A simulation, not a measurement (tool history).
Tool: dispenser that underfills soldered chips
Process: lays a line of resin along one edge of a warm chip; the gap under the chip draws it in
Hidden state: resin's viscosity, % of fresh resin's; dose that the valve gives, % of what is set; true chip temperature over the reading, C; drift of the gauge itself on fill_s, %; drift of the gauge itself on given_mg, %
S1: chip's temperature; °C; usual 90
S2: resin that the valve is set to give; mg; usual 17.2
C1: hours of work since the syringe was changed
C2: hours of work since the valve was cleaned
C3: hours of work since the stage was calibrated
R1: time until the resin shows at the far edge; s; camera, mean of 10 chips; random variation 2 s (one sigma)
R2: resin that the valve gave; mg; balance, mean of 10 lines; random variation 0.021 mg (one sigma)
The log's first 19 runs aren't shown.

-- hour=155.9 new syringe of resin
run 20 hour=156.9 | S1=102 S2=17.3 | C1=1 C2=40 C3=53 | R1=139.5 R2=16.83
-- hour=163.3 new syringe of resin
run 21 hour=164.6 | S1=102 S2=17.3 | C1=1 C2=45 C3=59 | R1=140.0 R2=16.82
-- hour=168.3 dispensing valve cleaned and set on the balance
-- hour=171.1 new syringe of resin
run 22 hour=171.7 | S1=84 S2=19.7 | C1=0 C2=2 C3=63 | R1=235.9 R2=19.65
run 23 hour=177.2 | S1=85 S2=16.8 | C1=5 C2=7 C3=68 | R1=279.7 R2=16.72
-- hour=178.3 new syringe of resin
run 24 hour=183.1 | S1=103 S2=17.0 | C1=4 C2=11 C3=72 | R1=151.5 R2=16.86
-- hour=185.6 new syringe of resin
run 25 hour=191.2 | S1=98 S2=20.1 | C1=4 C2=18 C3=79 | R1=177.8 R2=19.84
-- hour=192.8 new syringe of resin
-- hour=200.0 new syringe of resin
run 26 hour=202.8 | S1=79 S2=17.2 | C1=2 C2=26 C3=87 | R1=295.2 R2=16.95
-- hour=207.4 new syringe of resin
-- hour=214.5 new syringe of resin
run 27 hour=214.6 | S1=79 S2=17.2 | C1=0 C2=35 C3=96 | R1=276.8 R2=16.86
-- hour=221.2 new syringe of resin
run 28 hour=224.7 | S1=79 S2=17.2 | C1=3 C2=43 C3=104 | R1=310.9 R2=16.73
-- hour=228.4 new syringe of resin
-- hour=231.8 dispensing valve cleaned and set on the balance
run 29 hour=232.4 | S1=88 S2=19.9 | C1=2 C2=0 C3=109 | R1=217.6 R2=19.97
-- hour=236.2 new syringe of resin
-- hour=243.0 new syringe of resin
run 30 hour=244.6 | S1=75 S2=21.4 | C1=1 C2=10 C3=118 | R1=323.2 R2=21.33
-- hour=249.9 new syringe of resin
run 31 hour=253.4 | S1=75 S2=21.4 | C1=3 C2=17 C3=125 | R1=341.8 R2=21.22
-- hour=256.8 new syringe of resin
-- hour=263.7 new syringe of resin
run 32 hour=264.2 | S1=90 S2=14.7 | C1=0 C2=25 C3=133 | R1=204.9 R2=14.53
-- hour=271.0 new syringe of resin
run 33 hour=274.5 | S1=90 S2=14.7 | C1=3 C2=33 C3=141 | R1=226.8 R2=14.44

Forecast each of these 4 alternatives for the next run:
-- hour=278.2 new syringe of resin
-- hour=284.9 new syringe of resin
run A hour=286.4 | S1=88 S2=18.2 | C1=1 C2=42 C3=150 | R1=? R2=?
-- hour=278.2 new syringe of resin
-- hour=284.9 new syringe of resin
run B hour=286.4 | S1=75 S2=18.4 | C1=1 C2=42 C3=150 | R1=? R2=?
-- hour=278.2 new syringe of resin
-- hour=284.9 new syringe of resin
run C hour=286.4 | S1=98 S2=19.3 | C1=1 C2=42 C3=150 | R1=? R2=?
-- hour=278.2 new syringe of resin
-- hour=284.9 new syringe of resin
run D hour=286.4 | S1=86 S2=15.3 | C1=1 C2=42 C3=150 | R1=? R2=?

run=A R1=215.8 R2=17.82
run=B R1=327.2 R2=18.01
run=C R1=154.5 R2=18.94
run=D R1=235.1 R2=14.98
Without the tool's hidden state the same runs would have given:
run=A R1=208.5 R2=18.20
run=B R1=316.9 R2=18.40
run=C R1=149.1 R2=19.35
run=D R1=226.3 R2=15.31

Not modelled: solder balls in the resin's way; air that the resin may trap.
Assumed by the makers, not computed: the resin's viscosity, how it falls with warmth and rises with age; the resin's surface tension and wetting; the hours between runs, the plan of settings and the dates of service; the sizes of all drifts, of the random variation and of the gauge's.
